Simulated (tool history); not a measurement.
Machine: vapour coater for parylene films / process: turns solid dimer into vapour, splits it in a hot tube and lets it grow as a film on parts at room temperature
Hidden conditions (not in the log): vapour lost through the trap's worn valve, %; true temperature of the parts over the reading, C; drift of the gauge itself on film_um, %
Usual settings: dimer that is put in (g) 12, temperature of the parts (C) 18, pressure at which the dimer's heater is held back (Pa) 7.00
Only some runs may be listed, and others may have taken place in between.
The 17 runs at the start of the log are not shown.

run	hour	dimer that is put in (g)	temperature of the parts (C)	pressure at which the dimer's heater is held back (Pa)	hours of work since the trap's valve was overhauled	hours of work since the table's thermometer was calibrated	thickness of the film (µm)
18	317.2	6	14	5.57	311	401	0.80
# hour 319.5: table's thermometer calibrated
19	329.0	12	18	10.21	316	4	1.35
20	349.0	12	18	10.21	326	14	1.35
21	371.3	7	18	10.21	336	24	0.79
22	390.9	7	18	10.21	345	33	0.77
# hour 408.8: table's thermometer calibrated, once more
23	418.4	7	18	10.21	357	4	0.77
24	437.8	7	18	10.21	366	13	0.78
25	457.7	7	18	10.21	375	23	0.78
26	479.7	14	30	8.95	385	33	1.24
27	501.3	7	28	9.16	395	43	0.63
28	517.8	11	18	7.00	403	50	1.28
29	533.1	11	18	7.00	410	57	1.28
30	551.1	21	14	3.74	418	66	2.85
# hour 556.8: trap's valve overhauled
31	574.8	13	30	2.33	8	75	1.58
32	594.9	12	20	2.03	18	84	1.83

Run 33 is up next; what results do you expect?
33	610.8	12	20	8.90	25	91	?

{"run 33": {"thickness of the film (µm)": 1.49}}
Without the tool's hidden state the same run would have given thickness of the film (µm) 1.51.
